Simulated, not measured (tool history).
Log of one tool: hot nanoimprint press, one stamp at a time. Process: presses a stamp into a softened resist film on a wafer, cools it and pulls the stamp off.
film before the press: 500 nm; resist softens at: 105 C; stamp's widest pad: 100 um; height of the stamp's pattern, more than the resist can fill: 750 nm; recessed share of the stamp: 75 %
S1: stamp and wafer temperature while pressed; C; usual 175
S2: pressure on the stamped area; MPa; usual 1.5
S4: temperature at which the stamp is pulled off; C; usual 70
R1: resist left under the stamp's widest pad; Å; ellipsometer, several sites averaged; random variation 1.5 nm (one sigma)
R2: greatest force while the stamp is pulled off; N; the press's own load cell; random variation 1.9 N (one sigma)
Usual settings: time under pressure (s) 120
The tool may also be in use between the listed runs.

Run 1, day 0: usual settings. Result: R1 2248 Å, R2 130 N.
At day 0.733: plate thermocouple calibrated.
Run 2, day 1.6: usual settings but S1 167 C. Result: R1 3180 Å, R2 132 N.
Run 3, day 2.983: usual settings but S2 1.01 MPa. Result: R1 2744 Å, R2 135 N.
At day 3.396: stamp cleaned and given a new release coat.
Run 4, day 4.712: usual settings but S1 186 C. Result: R1 1438 Å, R2 130 N.
Run 5, day 5.942: usual settings but S1 186 C. Result: R1 1446 Å, R2 134 N.
Run 6, day 8.329: usual settings but S2 1.4 MPa. Result: R1 2382 Å, R2 132 N.
Run 7, day 10.021: usual settings but S1 177 C. Result: R1 2097 Å, R2 132 N.
Run 8, day 11.183: usual settings. Result: R1 2284 Å, R2 131 N.
At day 12.346: stamp cleaned and given a new release coat.
Run 9, day 13.917: usual settings. Result: R1 2287 Å, R2 130 N.
Run 10, day 16.179: usual settings but time under pressure (s) 126. Result: R1 2256 Å, R2 131 N.
Run 11, day 18.662: usual settings but S1 182 C. Result: R1 1689 Å, R2 130 N.
Run 12, day 20.167: usual settings but time under pressure (s) 63. Result: R1 2826 Å, R2 133 N.
At day 21.325: stamp cleaned and given a new release coat.
Run 13, day 22.488: usual settings. Result: R1 2295 Å, R2 138 N.
Run 14, day 24.017: usual settings. Result: R1 2269 Å, R2 133 N.
Run 15, day 26.408: usual settings. Result: R1 2261 Å, R2 129 N.
Run 16, day 27.538: usual settings. Result: R1 2294 Å, R2 132 N.
At day 29.471: plate thermocouple calibrated.
Run 17, day 29.808: usual settings. Result: R1 2311 Å, R2 128 N.
At day 30.421: stamp cleaned and given a new release coat.
Run 18, day 31.162: usual settings but time under pressure (s) 72, S4 58 C. Result: R1 2694 Å, R2 169 N.
At day 32.95: press's hydraulic seals changed and the load cell set to zero.
Run 19, day 33.133: usual settings but time under pressure (s) 72, S4 78 C. Result: R1 2715 Å, R2 111 N.
Run 20, day 35.179: usual settings but time under pressure (s) 72, S4 78 C. Result: R1 2730 Å, R2 105 N.
Run 21, day 37.138: usual settings but time under pressure (s) 72, S4 78 C. Result: R1 2718 Å, R2 109 N.
At day 39.662: stamp cleaned and given a new release coat.
Run 22, day 39.662: usual settings but S1 164 C, time under pressure (s) 124. Result: R1 3489 Å, R2 132 N.
Run 23, day 41.825: usual settings but time under pressure (s) 64, S4 74 C. Result: R1 2802 Å, R2 119 N.
Run 24, day 43.158: usual settings but S1 170 C. Result: R1 2772 Å, R2 130 N.
Run 25, day 44.612: usual settings but S2 1.11 MPa. Result: R1 2610 Å, R2 133 N.
Run 26, day 46.638: usual settings but S2 1.74 MPa. Result: R1 2119 Å, R2 132 N.
At day 48.658: stamp cleaned and given a new release coat.
Run 27, day 48.8: usual settings but S2 1.16 MPa, time under pressure (s) 98, S4 57 C. Result: R1 2741 Å, R2 170 N.
Run 28, day 51.229: usual settings but S2 2.32 MPa, S4 62 C. Result: R1 1839 Å, R2 158 N.
Run 29, day 52.621: usual settings but S2 2.32 MPa, S4 68 C. Result: R1 1805 Å, R2 137 N.
Run 30, day 54.1: usual settings but S1 186 C, S2 1.29 MPa, time under pressure (s) 60, S4 57 C. Result: R1 2047 Å, R2 174 N.
Run 31, day 55.812: usual settings but S1 179 C. Result: R1 1945 Å, R2 132 N.

3 ways to go on from here, each from the tool as it stands after run 31. What would each give?
Run A, day 57.062: usual settings but time under pressure (s) 221, S4 67 C. Result: R1 ?, R2 ?.
Run B, day 57.062: usual settings but S2 0.9 MPa, S4 64 C. Result: R1 ?, R2 ?.
Run C, day 57.062: usual settings but time under pressure (s) 231. Result: R1 ?, R2 ?.

run    R1   R2
  A  1831  140
  B  2909  153
  C  1781  131
Without the tool's hidden state the same runs would have given:
run    R1   R2
  A  1839  139
  B  2919  153
  C  1788  130
